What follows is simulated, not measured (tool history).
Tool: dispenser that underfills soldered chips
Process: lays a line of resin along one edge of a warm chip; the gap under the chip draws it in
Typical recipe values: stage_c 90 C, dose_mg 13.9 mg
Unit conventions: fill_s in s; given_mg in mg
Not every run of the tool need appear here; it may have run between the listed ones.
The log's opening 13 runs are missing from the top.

| run | hour | stage_c | dose_mg | fill_s | given_mg |
|---|---|---|---|---|---|
| 14 | 67.8 | 90 | 15.2 | 60.9 | 14.07 |
|  | 75.3 | new syringe of resin |
| 15 | 75.3 | 90 | 15.2 | 52.3 | 14.08 |
| 16 | 82.6 | 90 | 15.2 | 68.8 | 13.99 |
|  | 86.5 | new syringe of resin |
| 17 | 89.0 | 102 | 13.6 | 34.3 | 12.50 |
| 18 | 93.6 | 103 | 13.6 | 39.5 | 12.50 |
|  | 97.5 | dispensing valve cleaned and set on the balance |
|  | 98.8 | new syringe of resin |
| 19 | 99.5 | 78 | 12.8 | 92.3 | 12.71 |
| 20 | 106.1 | 81 | 12.4 | 103.3 | 12.24 |
|  | 110.3 | new syringe of resin |
| 21 | 110.8 | 101 | 12.9 | 34.5 | 12.86 |
| 22 | 117.7 | 101 | 13.8 | 44.3 | 13.63 |
|  | 121.4 | new syringe of resin |
| 23 | 125.4 | 90 | 17.0 | 60.7 | 16.75 |
| 24 | 131.6 | 81 | 17.9 | 109.6 | 17.47 |
|  | 133.0 | new syringe of resin |
| 25 | 137.9 | 81 | 17.9 | 91.4 | 17.60 |
|  | 144.0 | new syringe of resin |
| 26 | 144.7 | 100 | 13.9 | 33.7 | 13.52 |
| 27 | 150.7 | 102 | 14.9 | 38.0 | 14.55 |
|  | 155.6 | new syringe of resin |
| 28 | 156.0 | 84 | 13.2 | 67.5 | 12.87 |
| 29 | 160.7 | 90 | 17.4 | 60.6 | 16.82 |
| 30 | 165.7 | 90 | 17.4 | 73.1 | 16.74 |
|  | 166.7 | new syringe of resin |
| 31 | 173.5 | 96 | 13.8 | 51.7 | 13.33 |
|  | 178.2 | new syringe of resin |
| 32 | 179.4 | 96 | 13.8 | 43.6 | 13.26 |

4 options for the next run, each taken on its own from the tool as it stands now. Forecast them:
| A | 183.3 | 76 | 13.8 | ? | ? |
| B | 183.3 | 98 | 13.8 | ? | ? |
| C | 183.3 | 89 | 16.2 | ? | ? |
| D | 183.3 | 104 | 13.8 | ? | ? |

| run | fill_s | given_mg |
|---|---|---|
| A | 119.3 | 13.41 |
| B | 46.7 | 13.28 |
| C | 65.8 | 15.55 |
| D | 35.8 | 13.33 |
Take away the tool's hidden state, keep each run's random variation, and the runs would have read:
| run | fill_s | given_mg |
|---|---|---|
| A | 102.0 | 13.94 |
| B | 39.7 | 13.81 |
| C | 56.2 | 16.16 |
| D | 30.4 | 13.86 |

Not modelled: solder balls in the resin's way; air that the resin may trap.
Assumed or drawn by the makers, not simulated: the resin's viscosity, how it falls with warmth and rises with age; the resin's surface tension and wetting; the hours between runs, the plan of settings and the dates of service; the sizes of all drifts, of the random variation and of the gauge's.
